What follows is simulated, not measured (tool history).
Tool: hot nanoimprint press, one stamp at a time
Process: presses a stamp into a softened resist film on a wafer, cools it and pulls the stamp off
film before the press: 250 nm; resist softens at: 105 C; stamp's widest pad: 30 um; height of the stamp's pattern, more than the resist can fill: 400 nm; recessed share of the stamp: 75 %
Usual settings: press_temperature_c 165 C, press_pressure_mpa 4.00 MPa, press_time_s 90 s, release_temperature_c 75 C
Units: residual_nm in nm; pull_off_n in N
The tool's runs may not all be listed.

run	hour	press_temperature_c	press_pressure_mpa	press_time_s	release_temperature_c	residual_nm	pull_off_n
1	0.0	165	4.00	90	75	117.2	129.7
# hour 77.9: stamp cleaned and given a new release coat
2	78.4	165	4.00	90	75	117.6	124.4
3	143.9	165	4.00	90	75	116.6	125.9
4	214.8	165	4.00	90	75	118.5	126.6
5	258.6	165	4.00	90	75	119.6	129.3
6	306.8	165	4.00	90	75	120.7	130.9
7	379.7	165	4.00	90	75	122.6	131.1
# hour 407.1: press's hydraulic seals changed and the load cell set to zero
8	422.1	165	4.00	90	75	121.2	130.3
# hour 464.6: stamp cleaned and given a new release coat
9	484.4	165	4.00	90	75	122.7	124.9
10	549.7	159	4.00	90	75	156.8	126.4
11	584.4	159	4.00	90	75	156.9	129.3
12	649.7	159	4.00	90	75	161.7	129.3
# hour 677.1: plate thermocouple calibrated
13	710.5	159	4.00	90	75	165.9	131.7
14	781.5	159	4.00	90	75	165.9	132.3
15	834.7	165	4.00	90	75	128.7	135.0
# hour 847.8: stamp cleaned and given a new release coat
16	917.0	157	4.34	154	75	150.2	127.1
# hour 935.6: plate thermocouple calibrated, once more
17	989.8	165	4.00	90	71	115.7	132.4
18	1021.7	165	4.00	116	75	104.4	126.6
19	1099.1	165	4.00	116	75	105.8	129.5
20	1145.6	165	4.00	116	75	105.4	130.7
21	1205.3	177	4.00	112	74	61.7	131.5
# hour 1227.7: stamp cleaned and given a new release coat
22	1289.1	165	4.00	90	69	119.8	131.1
23	1347.7	165	4.00	90	69	120.8	133.6
24	1424.0	165	4.00	90	69	120.9	133.9
25	1464.3	165	4.47	90	72	118.2	131.2
26	1497.5	174	4.47	140	62	62.7	139.5
27	1572.0	159	2.95	170	62	142.0	142.9

Forecast run 28:
# hour 1597.7: plate thermocouple calibrated
# hour 1609.0: stamp cleaned and given a new release coat
28	1643.9	165	5.91	136	64	?	?

{"run 28": {"residual_nm": 82.3, "pull_off_n": 130.5}}
Without the tool's hidden state the same run would have given residual_nm 80.3 nm, pull_off_n 129.7 N.

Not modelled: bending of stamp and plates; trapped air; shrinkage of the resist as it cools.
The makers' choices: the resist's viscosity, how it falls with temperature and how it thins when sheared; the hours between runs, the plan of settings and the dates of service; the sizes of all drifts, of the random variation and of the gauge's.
